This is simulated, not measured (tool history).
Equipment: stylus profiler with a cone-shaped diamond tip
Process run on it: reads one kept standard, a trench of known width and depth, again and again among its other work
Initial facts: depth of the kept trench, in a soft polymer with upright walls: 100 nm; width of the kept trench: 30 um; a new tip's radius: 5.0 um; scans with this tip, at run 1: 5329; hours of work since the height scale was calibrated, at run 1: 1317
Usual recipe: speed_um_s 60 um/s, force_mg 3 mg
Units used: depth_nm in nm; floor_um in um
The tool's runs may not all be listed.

run    hour  speed_um_s  force_mg  scans with this tip  hours of work since the height scale was calibrated  depth_nm  floor_um
  1       0          60         3                 5329                                                 1317    102.21     27.48
  2    78.9          60         3                 5556                                                 1373    102.22     27.43
  3   140.3          60         3                 5733                                                 1417    102.21     27.48
  4   212.7          60         3                 5941                                                 1468    102.26     27.42
  5   268.7         164         3                 6102                                                 1508    102.25     26.93
  6   316.5          60         3                 6239                                                 1542    102.24     27.44
  7   371.8         122         3                 6398                                                 1581    102.27     27.09
  8   435.1          60      1.01                 6580                                                 1626    101.43     27.17
  9   491.1          60      1.01                 6741                                                 1666    101.44     27.23
 10   550.9          24      1.01                 6913                                                 1708    101.43     27.52
 11   588.5          60         3                 7021                                                 1735    102.26     27.48
 12   627.9          60         3                 7135                                                 1763    102.29     27.39
 13   671.1          60      2.05                 7259                                                 1794    101.92     27.35
 14   723.5          60      2.05                 7409                                                 1831    101.97     27.38
 15   794.2          60         3                 7612                                                 1881    102.36     27.36
 16   834.2          60         3                 7728                                                 1910    102.39     27.38
 17   910.1          60         3                 7946                                                 1964    102.42     27.35
 18     955          60         3                 8075                                                 1996    102.36     27.38
 19  1021.3          60         3                 8265                                                 2043    102.39     27.35
 20  1095.5          60         3                 8479                                                 2095    102.37     27.37
 21  1170.3         166         3                 8694                                                 2149    102.43      26.8
 22  1219.5          45         3                 8835                                                 2183    102.54     27.42
 23  1299.7          45      6.88                 9066                                                 2240    103.73     27.48
     1306.8  -- height scale calibrated on a step standard
 24  1351.9          45      6.88                 9214                                                   32    103.95     27.51
 25  1410.3          72      5.23                 9382                                                   74    103.43     27.32
 26  1482.4          84      2.45                 9590                                                  125    102.45     27.15
 27  1538.2         189      4.38                 9750                                                  164    103.19     26.82
 28  1586.2         173      6.38                 9888                                                  198     103.9     27.02
 29  1672.7         173      6.38                10137                                                  260    103.86     27.01
 30  1740.8         173      6.38                10333                                                  308    103.93     26.97
       1765  -- height scale calibrated on a step standard, once more
 31  1824.2          50      1.65                10571                                                   42    101.24     27.27
 32  1871.2          17      2.13                10706                                                   75    101.43     27.46
 33    1953          40      5.11                10941                                                  134    102.53     27.44
 34  2037.5          48       1.1                11184                                                  194    100.88     27.16
 35  2097.8          30      8.29                11357                                                  236     103.5     27.46
 36  2151.2         231      1.06                11511                                                  274    100.97     25.55
 37  2209.9         229      1.58                11680                                                  316    101.22     25.93
 38  2292.7         111      5.51                11918                                                  375    102.79     27.11
 39  2344.9          60      1.57                12068                                                  412    101.26     27.09
 40  2400.4          19      2.24                12227                                                  451    101.61     27.47
 41  2472.5          19      2.24                12435                                                  503    101.62     27.43
 42  2554.5          19      2.24                12670                                                  561    101.64     27.37
 43  2625.9          19      1.09                12876                                                  612    101.11     27.33
 44    2701          19      1.09                13092                                                  665    101.03     27.38
 45  2743.2          97      1.09                13213                                                  695    101.11     26.67
 46  2789.7         133       2.3                13347                                                  728    101.69     26.73

Selected run-to-run steps in depth_nm, each split into two signed amounts: the part the tool would show with no hidden state at all (from settings, incoming material and random variation), and the remainder, which goes to the hidden state together with any gauge scatter not common to the measured and the hidden-state-free results:
Unlogged tool condition in this case: radius of the tip, um; height scale over the true one, %; drift of the gauge itself on depth_nm, %; drift of the gauge itself on floor_um, %.
Run 22 -> 23: force_mg 3 -> 6.88. depth_nm +1.19 nm: hidden state +0.03, all else +1.16.
Run 23 -> 24: height scale calibrated on a step standard. depth_nm +0.22 nm: hidden state +0.17, all else +0.05.
Run 30 -> 31: speed_um_s 173 -> 50, force_mg 6.38 -> 1.65, height scale calibrated on a step standard, once more. depth_nm -2.69 nm: hidden state -0.97, all else -1.72.
Run 34 -> 35: speed_um_s 48 -> 30, force_mg 1.1 -> 8.29. depth_nm +2.62 nm: hidden state +0.02, all else +2.6.
Run 35 -> 36: speed_um_s 30 -> 231, force_mg 8.29 -> 1.06. depth_nm -2.53 nm: hidden state +0, all else -2.53.
